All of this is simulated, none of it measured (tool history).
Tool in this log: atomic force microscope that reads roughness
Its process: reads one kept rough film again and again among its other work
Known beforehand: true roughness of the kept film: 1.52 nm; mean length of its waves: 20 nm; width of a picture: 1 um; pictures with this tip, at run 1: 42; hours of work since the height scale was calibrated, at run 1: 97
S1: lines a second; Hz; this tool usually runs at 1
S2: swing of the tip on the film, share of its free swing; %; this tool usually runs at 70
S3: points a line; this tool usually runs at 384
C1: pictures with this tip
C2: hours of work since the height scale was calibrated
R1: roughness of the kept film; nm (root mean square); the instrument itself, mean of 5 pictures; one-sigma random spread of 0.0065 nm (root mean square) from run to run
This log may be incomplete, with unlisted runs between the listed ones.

run	hour	S1	S2	S3	C1	C2	R1
1	0	1	70	384	42	97	1.143
2	9.1	1	70	384	55	101	1.13
3	17.2	1	63	384	66	104	1.101
4	23.9	1	55	384	76	107	1.087
5	29.4	1	70	384	83	109	1.062
6	36.8	1	70	384	94	112	1.04
7	46	1.66	70	384	107	116	1.005
8	54.4	1	58	384	119	120	1.01
9	63.6	1	58	384	132	123	0.986
10	74.6	1	58	384	147	128	0.973
11	85.7	1	58	384	163	132	0.952
12	91.9	1.7	70	384	172	135	0.904
13	99.8	1	70	384	183	138	0.906
14	109.2	1	70	384	196	142	0.883
15	114.5	1	70	384	204	144	0.876
# hour 121.3: new tip fitted
16	125.9	1	70	384	7	148	1.256
17	132.6	1	70	384	17	151	1.217
18	139.7	1	70	384	26	154	1.201
19	148.4	1	70	384	39	158	1.16
20	154.7	1	70	384	48	160	1.148
21	165.4	1	70	384	63	164	1.11
22	174.4	0.7	70	384	75	168	1.091
23	182.3	1	70	384	87	171	1.069
24	187	1	70	384	93	173	1.059
25	192	1	70	384	100	175	1.036
26	201.7	1	70	384	114	179	1.004
27	206.8	1	70	384	121	181	0.99
28	214	3.35	66	758	131	184	0.946
29	222.8	1.2	86	517	144	188	0.932
30	229.8	1.2	86	517	154	191	0.907
31	239.5	1.84	57	287	167	195	0.912
32	249.1	1	79	912	181	198	0.897
33	258.1	1	79	912	194	202	0.877
34	265.6	1	61	679	204	205	0.891
# hour 271.4: new tip fitted
35	271.5	1	61	679	0	207	1.278
36	282.7	2.58	71	309	16	212	1.151
37	290.1	2.58	71	309	26	215	1.123
38	300.2	0.88	73	309	40	219	1.14
39	311.5	1.2	70	384	56	224	1.11
40	318.7	1	63	380	66	227	1.098
41	326.6	1	63	380	77	230	1.087
42	334.5	1	63	380	89	233	1.059
43	342	0.75	60	769	99	236	1.056
44	346.7	1	87	384	106	238	0.977
45	354.2	1.16	55	410	116	241	1.019
46	364.8	1	68	558	131	245	0.978
47	374.1	1	70	389	145	249	0.945
48	381.3	1.75	80	384	155	252	0.893
49	389.1	1.75	73	955	166	255	0.904
50	395.5	1.75	73	955	175	258	0.89
51	403.5	1.75	73	955	186	261	0.875
52	408.4	1.59	70	839	193	263	0.877

What differs in the tool's unlogged condition from the final listed run ahead of each entry between runs to the first listed run following it?
Run 15 -> run 16: new tip fitted (hour 121.3)
  radius of the tip, nm: 44.9 -> 11.3
  difference, measured minus the result without the unlogged condition, R1: -0.396 -> -0.022 nm (root mean square)
Run 34 -> run 35: new tip fitted (hour 271.4)
  radius of the tip, nm: 45.2 -> 10.6
  difference, measured minus the result without the unlogged condition, R1: -0.41 -> -0.011 nm (root mean square)
